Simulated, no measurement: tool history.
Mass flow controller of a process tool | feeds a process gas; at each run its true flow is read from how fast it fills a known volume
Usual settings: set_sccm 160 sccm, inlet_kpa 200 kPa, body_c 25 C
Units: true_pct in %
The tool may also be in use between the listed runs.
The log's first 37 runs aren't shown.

run 38 hour=3847.4 | set_sccm=105 inlet_kpa=166 body_c=27 | true_pct=98.9
run 39 hour=3956.5 | set_sccm=47 inlet_kpa=212 body_c=21 | true_pct=98.5
run 40 hour=4048.6 | set_sccm=47 inlet_kpa=212 body_c=21 | true_pct=98.57
run 41 hour=4112 | set_sccm=47 inlet_kpa=212 body_c=21 | true_pct=98.37
run 42 hour=4219.6 | set_sccm=47 inlet_kpa=212 body_c=21 | true_pct=98.14
run 43 hour=4334.4 | set_sccm=47 inlet_kpa=212 body_c=21 | true_pct=98.05
run 44 hour=4461.1 | set_sccm=89 inlet_kpa=175 body_c=25 | true_pct=98.74
run 45 hour=4562 | set_sccm=102 inlet_kpa=200 body_c=25 | true_pct=99.1
run 46 hour=4648.3 | set_sccm=102 inlet_kpa=200 body_c=25 | true_pct=99.26
run 47 hour=4723.3 | set_sccm=160 inlet_kpa=200 body_c=22 | true_pct=100.4
run 48 hour=4827.8 | set_sccm=160 inlet_kpa=247 body_c=25 | true_pct=100.39
run 49 hour=4890.8 | set_sccm=32 inlet_kpa=162 body_c=25 | true_pct=96.01

Forecast each of these 3 alternatives for the next run:
run A hour=5009.6 | set_sccm=32 inlet_kpa=162 body_c=36 | true_pct=?
run B hour=5009.6 | set_sccm=20 inlet_kpa=217 body_c=25 | true_pct=?
run C hour=5009.6 | set_sccm=25 inlet_kpa=147 body_c=26 | true_pct=?

run=A true_pct=94.83
run=B true_pct=94.35
run=C true_pct=94.71
Without the tool's hidden state the same runs would have given:
run=A true_pct=96.86
run=B true_pct=98.25
run=C true_pct=97.6
